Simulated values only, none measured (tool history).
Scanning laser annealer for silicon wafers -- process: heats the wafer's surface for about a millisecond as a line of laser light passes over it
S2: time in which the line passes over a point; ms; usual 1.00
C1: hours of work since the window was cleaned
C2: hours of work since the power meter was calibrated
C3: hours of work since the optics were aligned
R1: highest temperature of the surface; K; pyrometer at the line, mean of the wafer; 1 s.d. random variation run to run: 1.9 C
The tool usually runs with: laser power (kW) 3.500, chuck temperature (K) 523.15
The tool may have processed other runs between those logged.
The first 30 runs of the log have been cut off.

{"hour": 1348.6, "done": "window over the wafer cleaned"}
{"run": 31, "hour": 1372.1, "laser power (kW)": 3.176, "S2": 0.8, "chuck temperature (K)": 526.15, "C1": 12, "C2": 1176, "C3": 1436, "R1": 1187.15}
{"run": 32, "hour": 1405.3, "laser power (kW)": 3.146, "S2": 0.8, "chuck temperature (K)": 521.15, "C1": 29, "C2": 1193, "C3": 1453, "R1": 1173.15}
{"run": 33, "hour": 1453.4, "laser power (kW)": 3.5, "S2": 1.0, "chuck temperature (K)": 550.15, "C1": 53, "C2": 1217, "C3": 1477, "R1": 1376.15}
{"run": 34, "hour": 1516.1, "laser power (kW)": 3.5, "S2": 1.0, "chuck temperature (K)": 550.15, "C1": 85, "C2": 1249, "C3": 1509, "R1": 1376.15}
{"run": 35, "hour": 1543.5, "laser power (kW)": 3.5, "S2": 1.0, "chuck temperature (K)": 550.15, "C1": 99, "C2": 1263, "C3": 1523, "R1": 1376.15}
{"run": 36, "hour": 1588.4, "laser power (kW)": 3.5, "S2": 1.0, "chuck temperature (K)": 550.15, "C1": 121, "C2": 1285, "C3": 1546, "R1": 1372.15}
{"run": 37, "hour": 1634.6, "laser power (kW)": 3.5, "S2": 0.82, "chuck temperature (K)": 494.15, "C1": 145, "C2": 1309, "C3": 1569, "R1": 1240.15}
{"run": 38, "hour": 1688.2, "laser power (kW)": 3.774, "S2": 0.7, "chuck temperature (K)": 522.15, "C1": 172, "C2": 1336, "C3": 1596, "R1": 1279.15}
{"run": 39, "hour": 1739.9, "laser power (kW)": 3.015, "S2": 0.95, "chuck temperature (K)": 521.15, "C1": 198, "C2": 1362, "C3": 1622, "R1": 1187.15}
{"run": 40, "hour": 1774.3, "laser power (kW)": 3.845, "S2": 0.79, "chuck temperature (K)": 517.15, "C1": 216, "C2": 1380, "C3": 1640, "R1": 1335.15}

Below are 4 alternative next runs, each starting from the tool's condition after run 40. Predict each:
{"hour": 1835.4, "done": "optics aligned, line set to its width"}
{"run": "A", "hour": 1842.9, "laser power (kW)": 3.713, "S2": 0.71, "chuck temperature (K)": 532.15, "C1": 248, "C2": 1412, "C3": 4, "R1": "?"}
{"hour": 1835.4, "done": "optics aligned, line set to its width"}
{"run": "B", "hour": 1842.9, "laser power (kW)": 3.819, "S2": 0.75, "chuck temperature (K)": 517.15, "C1": 248, "C2": 1412, "C3": 4, "R1": "?"}
{"hour": 1835.4, "done": "optics aligned, line set to its width"}
{"run": "C", "hour": 1842.9, "laser power (kW)": 3.5, "S2": 1.0, "chuck temperature (K)": 561.15, "C1": 248, "C2": 1412, "C3": 4, "R1": "?"}
{"hour": 1835.4, "done": "optics aligned, line set to its width"}
{"run": "D", "hour": 1842.9, "laser power (kW)": 3.606, "S2": 1.0, "chuck temperature (K)": 553.15, "C1": 248, "C2": 1412, "C3": 4, "R1": "?"}

run=A R1=1294.15
run=B R1=1325.15
run=C R1=1398.15
run=D R1=1420.15
What these runs would have given with no unlogged condition in the tool:
run=A R1=1303.15
run=B R1=1334.15
run=C R1=1407.15
run=D R1=1430.15
